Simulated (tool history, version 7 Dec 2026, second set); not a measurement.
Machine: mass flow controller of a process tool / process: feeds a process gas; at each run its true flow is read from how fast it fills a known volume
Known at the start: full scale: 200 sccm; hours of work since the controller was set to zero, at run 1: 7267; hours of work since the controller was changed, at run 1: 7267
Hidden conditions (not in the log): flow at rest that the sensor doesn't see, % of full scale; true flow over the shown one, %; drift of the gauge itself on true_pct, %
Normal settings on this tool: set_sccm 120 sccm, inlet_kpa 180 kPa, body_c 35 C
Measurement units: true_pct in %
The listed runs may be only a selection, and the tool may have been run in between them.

run	day	set_sccm	inlet_kpa	body_c	hours of work since the controller was set to zero	hours of work since the controller was changed	true_pct
1	0	120	180	35	7267	7267	100.71
2	3.217	120	180	30	7294	7294	100.89
3	7.383	120	180	35	7329	7329	100.7
4	10.467	120	180	35	7354	7354	100.81
5	14.188	120	180	35	7385	7385	100.72
6	18.35	120	180	35	7419	7419	100.91
7	22.254	120	180	35	7452	7452	100.88
8	26.338	120	180	35	7485	7485	100.77
9	30.983	73	180	35	7524	7524	100.16
10	36.292	120	244	35	7568	7568	101.34
11	41.175	199	245	36	7608	7608	101.93
# day 41.554: controller exchanged for a calibrated one
12	44.292	199	245	35	23	23	100
13	47.288	85	169	21	47	47	99.55
14	50.846	120	237	35	77	77	99.84
15	55.754	195	152	35	117	117	99.32
16	60.788	195	152	35	159	159	99.47
17	64.321	88	140	32	188	188	99.05
18	69.483	88	140	32	231	231	99.14
19	72.233	88	140	32	254	254	99.2
20	75.442	88	249	32	280	280	99.9

Forecast each of these 5 alternatives for the next run:
A	79.758	88	222	32	316	316	?
B	79.758	165	180	26	316	316	?
C	79.758	156	268	39	316	316	?
D	79.758	69	180	35	316	316	?
E	79.758	59	198	33	316	316	?

run	true_pct
A	99.68
B	99.97
C	100.05
D	99.4
E	99.55
Without the tool's unlogged condition, the same runs would have read:
run	true_pct
A	99.5
B	99.77
C	99.85
D	99.24
E	99.4
